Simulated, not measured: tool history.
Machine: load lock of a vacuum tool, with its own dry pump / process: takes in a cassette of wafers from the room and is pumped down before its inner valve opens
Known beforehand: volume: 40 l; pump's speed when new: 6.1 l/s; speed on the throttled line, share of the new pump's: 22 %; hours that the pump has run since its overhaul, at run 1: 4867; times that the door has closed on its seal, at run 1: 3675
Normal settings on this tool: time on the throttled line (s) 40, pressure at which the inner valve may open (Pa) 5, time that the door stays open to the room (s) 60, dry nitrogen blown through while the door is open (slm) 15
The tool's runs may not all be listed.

run	day	time on the throttled line (s)	pressure at which the inner valve may open (Pa)	time that the door stays open to the room (s)	dry nitrogen blown through while the door is open (slm)	hours that the pump has run since its overhaul	times that the door has closed on its seal	incoming humidity of the room's air, %	time from the closed door until the inner valve may open (s)	rise of the pressure with all valves shut (Pa/min)
1	0	40	5	60	15	4867	3675	46.5	98.7	0.038
2	3.688	40	5	60	15	4955	3880	44.6	98.1	0.039
3	6.162	40	5	60	15	5015	4017	43.2	99.4	0.04
4	8.421	40	5	60	15	5069	4143	46.4	99.7	0.041
5	10.646	40	5	60	13	5122	4266	42.9	97.8	0.04
6	14.621	40	5	60	13	5218	4487	44.9	99.3	0.043
7	18.871	40	5	60	13	5320	4723	46.6	99.3	0.048
8	20.838	40	5	60	13	5367	4832	39.3	98.7	0.037
9	23.5	40	5	60	13	5431	4980	48.8	99.1	0.049
10	27.779	40	5	60	15	5534	5218	43.7	99.1	0.046
11	30.196	40	5	60	15	5592	5352	49.2	99.2	0.042
12	33.783	40	5	60	15	5678	5552	42.5	98.8	0.044
13	37.792	40	5	60	15	5774	5774	46	98.9	0.05
14	40.271	40	5	60	15	5833	5912	43.4	99.3	0.046
15	44.729	40	5	68	15	5940	6160	43.8	99.4	0.043
16	46.6	23	5	82	15	5985	6264	43.2	87	0.048
17	50.592	23	5	38	11	6081	6485	43.8	87.1	0.046
18	53.308	23	10	29	4	6146	6636	45.7	81.1	0.048
19	56.396	23	10	29	4	6220	6808	44.3	81.1	0.045
20	60.788	40	5	60	15	6326	7052	45.8	99.6	0.055
21	64.008	40	5	60	15	6403	7231	47.5	99.6	0.051
22	66.8	40	6	33	15	6470	7386	45.4	99.5	0.047
23	70.996	40	6	33	15	6571	7619	45.7	98.5	0.044
24	73.917	46	7	31	13	6641	7781	48.7	102	0.042
25	77.042	37	6	78	28	6716	7955	43.3	96.2	0.048
26	80.062	40	4	60	5	6788	8122	43	101.4	0.058

Here are 4 independent what-if runs from the current tool condition. What would each one return?
A	83.179	26	5	60	24	6863	8296	46.3	?	?
B	83.179	40	4	60	23	6863	8296	46.2	?	?
C	83.179	40	6	62	5	6863	8296	44.1	?	?
D	83.179	40	4	60	5	6863	8296	43.7	?	?

run	time from the closed door until the inner valve may open (s)	rise of the pressure with all valves shut (Pa/min)
A	89.3	0.049
B	101.5	0.05
C	98.1	0.061
D	101.9	0.062
Had the tool no hidden state, the same runs would have come out as:
run	time from the closed door until the inner valve may open (s)	rise of the pressure with all valves shut (Pa/min)
A	86.4	0.028
B	98.5	0.028
C	95.4	0.039
D	98.9	0.04
